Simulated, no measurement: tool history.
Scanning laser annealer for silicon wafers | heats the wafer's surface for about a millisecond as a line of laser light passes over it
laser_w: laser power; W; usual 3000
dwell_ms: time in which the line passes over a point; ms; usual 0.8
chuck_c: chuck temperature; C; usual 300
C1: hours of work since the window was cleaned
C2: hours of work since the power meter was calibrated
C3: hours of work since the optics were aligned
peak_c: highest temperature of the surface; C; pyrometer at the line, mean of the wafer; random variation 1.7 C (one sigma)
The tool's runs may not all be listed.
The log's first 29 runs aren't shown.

Run 30, day 8.179: usual settings but laser_w 3272 W, dwell_ms 0.67 ms; C1 319; C2 444; C3 1251. Result: peak_c 1014 C.
Run 31, day 8.533: usual settings but laser_w 2679 W, dwell_ms 0.608 ms, chuck_c 315 C; C1 326; C2 451; C3 1258. Result: peak_c 874 C.
Run 32, day 8.7: usual settings but laser_w 2691 W; C1 329; C2 454; C3 1261. Result: peak_c 957 C.
Run 33, day 9.058: usual settings but laser_w 2803 W, dwell_ms 0.75 ms, chuck_c 316 C; C1 336; C2 460; C3 1267. Result: peak_c 975 C.
Run 34, day 9.379: usual settings but laser_w 2803 W, dwell_ms 0.75 ms, chuck_c 316 C; C1 342; C2 466; C3 1273. Result: peak_c 973 C.
Run 35, day 9.571: usual settings but laser_w 2689 W, dwell_ms 0.601 ms, chuck_c 288 C; C1 345; C2 470; C3 1277. Result: peak_c 838 C.
Run 36, day 9.946: usual settings but laser_w 3171 W, dwell_ms 0.663 ms, chuck_c 269 C; C1 352; C2 477; C3 1284. Result: peak_c 953 C.
Run 37, day 10.167: usual settings but laser_w 3218 W, dwell_ms 0.721 ms, chuck_c 286 C; C1 356; C2 481; C3 1288. Result: peak_c 1018 C.
Run 38, day 10.454: usual settings but laser_w 3218 W, dwell_ms 0.721 ms, chuck_c 286 C; C1 362; C2 486; C3 1293. Result: peak_c 1018 C.
Run 39, day 10.7: usual settings but laser_w 3151 W, dwell_ms 0.831 ms, chuck_c 275 C; C1 366; C2 491; C3 1298. Result: peak_c 1057 C.
Run 40, day 10.912: usual settings but laser_w 2790 W, dwell_ms 0.75 ms; C1 370; C2 495; C3 1302. Result: peak_c 955 C.

4 ways to go on from here, each from the tool as it stands after run 40. What would each give?
At day 11.154: optics aligned, line set to its width.
Run A, day 11.338: usual settings but laser_w 2857 W, dwell_ms 0.981 ms; C1 374; C2 499; C3 3. Result: peak_c ?.
At day 11.154: optics aligned, line set to its width.
Run B, day 11.338: usual settings but laser_w 2831 W, dwell_ms 0.686 ms, chuck_c 274 C; C1 374; C2 499; C3 3. Result: peak_c ?.
At day 11.154: optics aligned, line set to its width.
Run C, day 11.338: usual settings but laser_w 2790 W, dwell_ms 0.655 ms; C1 374; C2 499; C3 3. Result: peak_c ?.
At day 11.154: optics aligned, line set to its width.
Run D, day 11.338: usual settings but dwell_ms 0.621 ms; C1 374; C2 499; C3 3. Result: peak_c ?.

run  peak_c
  A    1099
  B     912
  C     911
  D     937
Without the tool's hidden state the same runs would have given:
run  peak_c
  A    1111
  B     921
  C     920
  D     946

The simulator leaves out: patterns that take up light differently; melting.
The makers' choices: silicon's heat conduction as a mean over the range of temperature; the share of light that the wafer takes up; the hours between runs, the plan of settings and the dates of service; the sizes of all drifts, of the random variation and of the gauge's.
